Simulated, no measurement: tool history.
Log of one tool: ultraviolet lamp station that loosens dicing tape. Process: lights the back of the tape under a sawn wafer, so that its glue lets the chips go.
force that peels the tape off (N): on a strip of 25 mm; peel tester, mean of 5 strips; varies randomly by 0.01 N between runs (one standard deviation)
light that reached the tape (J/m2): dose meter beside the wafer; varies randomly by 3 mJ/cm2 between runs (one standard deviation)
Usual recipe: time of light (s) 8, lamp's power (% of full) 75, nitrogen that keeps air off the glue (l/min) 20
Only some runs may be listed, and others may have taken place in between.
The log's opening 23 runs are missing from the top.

run,hour,time of light (s),lamp's power (% of full),nitrogen that keeps air off the glue (l/min),force that peels the tape off (N),light that reached the tape (J/m2)
24,167.0,13,75,11,0.316,5730
25,173.2,11,95,20,0.185,6110
26,180.8,8,75,20,0.729,3480
27,185.3,13,70,20,0.243,5280
28,193.4,13,70,20,0.245,5260
29,198.6,13,86,8,0.298,6520
30,208.6,13,86,8,0.297,6400
31,216.5,13,86,9,0.266,6420
32,225.5,6,96,13,1.107,3260
33,231.6,8,67,20,0.982,3040
34,237.6,8,67,20,0.980,3080
35,245.5,8,67,20,1.041,3000
36,254.6,11,93,19,0.211,5760
37,260.7,11,93,19,0.209,5810
38,269.6,11,93,19,0.213,5750
39,276.4,11,93,19,0.214,5740

What if the next run were any one of these 5? Each begins from the tool's condition after run 39:
A,284.9,15,93,19,?,?
B,284.9,16,75,20,?,?
C,284.9,4,67,20,?,?
D,284.9,8,78,39,?,?
E,284.9,8,68,27,?,?

run,force that peels the tape off (N),light that reached the tape (J/m2)
A,0.113,7870
B,0.145,6740
C,3.070,1530
D,0.530,3530
E,0.886,3030
With the hidden condition removed and each run's random variation left untouched, the same runs would have given:
run,force that peels the tape off (N),light that reached the tape (J/m2)
A,0.088,10210
B,0.097,8750
C,2.227,1980
D,0.260,4580
E,0.471,3940

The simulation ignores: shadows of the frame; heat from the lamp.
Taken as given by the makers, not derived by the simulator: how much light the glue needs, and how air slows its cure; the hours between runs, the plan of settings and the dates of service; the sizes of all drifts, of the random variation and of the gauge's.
